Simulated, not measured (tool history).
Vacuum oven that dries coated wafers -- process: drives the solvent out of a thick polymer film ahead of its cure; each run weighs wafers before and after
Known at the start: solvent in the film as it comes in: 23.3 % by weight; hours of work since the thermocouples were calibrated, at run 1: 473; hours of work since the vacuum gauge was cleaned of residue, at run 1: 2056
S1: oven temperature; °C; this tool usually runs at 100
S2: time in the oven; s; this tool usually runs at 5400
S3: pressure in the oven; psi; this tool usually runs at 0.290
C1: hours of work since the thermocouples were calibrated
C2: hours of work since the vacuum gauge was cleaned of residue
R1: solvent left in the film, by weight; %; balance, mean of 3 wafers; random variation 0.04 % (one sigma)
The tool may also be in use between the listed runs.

run,day,S1,S2,S3,C1,C2,R1
1,0.000,100,5400,0.290,473,2056,4.59
2,3.938,100,5400,0.290,532,2115,4.53
3,8.492,88,5400,0.290,600,2183,8.21
4,11.254,97,5400,0.290,641,2224,5.40
5,13.221,100,5400,0.290,671,2253,4.61
6,15.808,100,5400,0.186,709,2292,4.28
7,19.446,100,5400,0.186,763,2346,4.29
8,23.921,100,5400,0.186,830,2413,4.35
9,27.275,100,5400,0.860,880,2463,6.07
10,31.467,100,5400,0.860,943,2525,6.21
11,34.192,100,5400,0.860,983,2566,6.11
12,37.708,100,5400,0.860,1036,2618,6.14
13,41.075,100,5400,0.290,1086,2669,4.64
# day 42.400: oven's thermocouples calibrated
14,43.392,100,5400,0.290,15,2702,4.59
15,47.521,100,5400,0.290,76,2764,4.58
16,51.854,100,5400,0.290,141,2828,4.58
17,54.100,99,6300,0.760,175,2862,5.29
18,58.767,103,4620,0.754,244,2931,5.79
# day 60.092: vacuum gauge cleaned of residue and calibrated
19,63.079,97,3420,0.290,307,45,8.38
20,65.000,91,7140,0.302,336,73,5.51
21,69.196,91,5700,0.368,399,136,7.20
22,73.467,91,6780,0.287,462,199,5.78
23,76.600,99,3600,0.290,509,246,7.50
24,79.088,112,3720,0.728,546,283,4.54
25,83.625,113,5400,0.290,614,351,1.85
26,86.138,113,5400,0.290,651,388,1.89
27,89.233,106,5520,0.422,697,435,3.34
28,92.171,100,6720,0.290,741,478,3.39
29,95.696,85,5400,0.290,794,531,9.12
30,97.900,106,5400,0.342,827,564,3.29

Consider 5 possible next runs. They are alternatives, not a sequence: every one starts from the tool as it was left by run 30. What does each give?
A,100.896,106,5400,0.158,871,608,?
B,100.896,100,7500,0.654,871,608,?
C,100.896,104,4920,0.290,871,608,?
D,100.896,85,5400,0.856,871,608,?
E,100.896,106,7380,0.409,871,608,?

run,R1
A,2.79
B,3.96
C,4.05
D,11.11
E,2.16
Take away the tool's hidden state, keep each run's random variation, and the runs would have read:
run,R1
A,2.78
B,3.95
C,4.04
D,11.09
E,2.15
